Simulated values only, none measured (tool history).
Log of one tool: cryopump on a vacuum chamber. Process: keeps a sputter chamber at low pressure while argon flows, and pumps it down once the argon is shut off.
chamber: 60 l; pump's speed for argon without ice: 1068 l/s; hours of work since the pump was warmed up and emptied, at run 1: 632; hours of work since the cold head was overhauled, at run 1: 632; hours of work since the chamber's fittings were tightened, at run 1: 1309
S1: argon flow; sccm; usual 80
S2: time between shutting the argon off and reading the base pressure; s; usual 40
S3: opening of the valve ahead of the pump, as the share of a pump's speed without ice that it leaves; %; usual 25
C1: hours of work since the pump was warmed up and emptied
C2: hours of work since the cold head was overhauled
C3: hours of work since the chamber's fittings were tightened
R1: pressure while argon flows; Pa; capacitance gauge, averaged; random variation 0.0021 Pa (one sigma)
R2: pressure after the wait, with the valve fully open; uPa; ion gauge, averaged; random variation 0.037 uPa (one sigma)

run	day	S1	S2	S3	C1	C2	C3	R1	R2
1	0	80	40	25	632	632	1309	0.5483	3.26
# day 1.842: pump warmed up, emptied and cooled again
2	3.908	80	40	25	37	698	1374	0.5097	2.87
3	7.279	80	40	25	97	758	1435	0.5118	2.98
4	11.712	66	40	25	176	837	1514	0.4253	3.06
5	15.742	80	40	25	248	909	1585	0.5171	3.1
6	18.554	80	40	25	298	959	1635	0.5201	3.09
7	21.979	80	40	25	359	1020	1696	0.5286	3.24
8	26.475	80	114	25	439	1100	1777	0.5298	2.1
9	29.592	80	40	25	495	1156	1832	0.5275	3.34
10	33.242	80	40	25	560	1221	1897	0.5376	3.48
11	36.046	80	40	23	610	1271	1947	0.584	3.56
# day 39.083: pump warmed up, emptied and cooled again
12	39.083	80	40	23	0	1321	1998	0.556	3.17
13	41.421	80	40	23	42	1363	2039	0.5531	3.19
# day 45.496: leaking fittings of the chamber tightened, without venting
14	45.9	80	40	23	120	1441	7	0.5555	2.09
15	50.321	80	40	24	199	1520	86	0.5409	2.1
16	52.988	80	40	24	246	1567	133	0.5436	2.23
17	55.104	80	28	25	284	1605	171	0.5215	2.99
18	58.896	141	154	25	352	1673	239	0.9301	1.01
19	62.383	80	113	25	414	1735	301	0.5309	1.19
20	65.433	80	113	25	468	1789	355	0.5332	1.27
21	69.05	128	71	48	532	1854	420	0.4712	1.73
22	73.075	106	53	25	604	1925	491	0.7152	2.14
# day 76.525: pump warmed up, emptied and cooled again
23	77.162	113	90	25	11	1994	561	0.7234	1.44
24	79.362	150	62	43	51	2034	600	0.5619	1.84
25	83.346	38	39	25	122	2105	671	0.2464	2.57
26	86.108	38	39	25	171	2154	720	0.2457	2.6
27	90.067	123	39	25	241	2224	791	0.8001	2.74
28	93.212	80	67	25	297	2280	847	0.5242	1.97
29	95.392	141	188	30	336	2319	885	0.7738	1.31
30	98.867	141	28	38	398	2381	947	0.6278	3.59
31	102.758	141	94	17	467	2451	1017	1.3618	1.88
32	106.604	141	94	17	536	2519	1085	1.3617	1.93
33	109.45	141	94	17	587	2570	1136	1.3716	1.99

5 ways to go on from here, each from the tool as it stands after run 33. What would each give?
A	111.958	46	112	25	631	2615	1181	?	?
B	111.958	141	94	31	631	2615	1181	?	?
C	111.958	49	40	25	631	2615	1181	?	?
D	111.958	67	34	17	631	2615	1181	?	?
E	111.958	80	85	25	631	2615	1181	?	?

run	R1	R2
A	0.315	1.89
B	0.7876	2.03
C	0.334	3.18
D	0.6583	3.43
E	0.5447	2.2
Without the tool's hidden state the same runs would have given:
run	R1	R2
A	0.2918	0.88
B	0.7168	1.01
C	0.3093	2.15
D	0.6245	2.42
E	0.5045	1.17
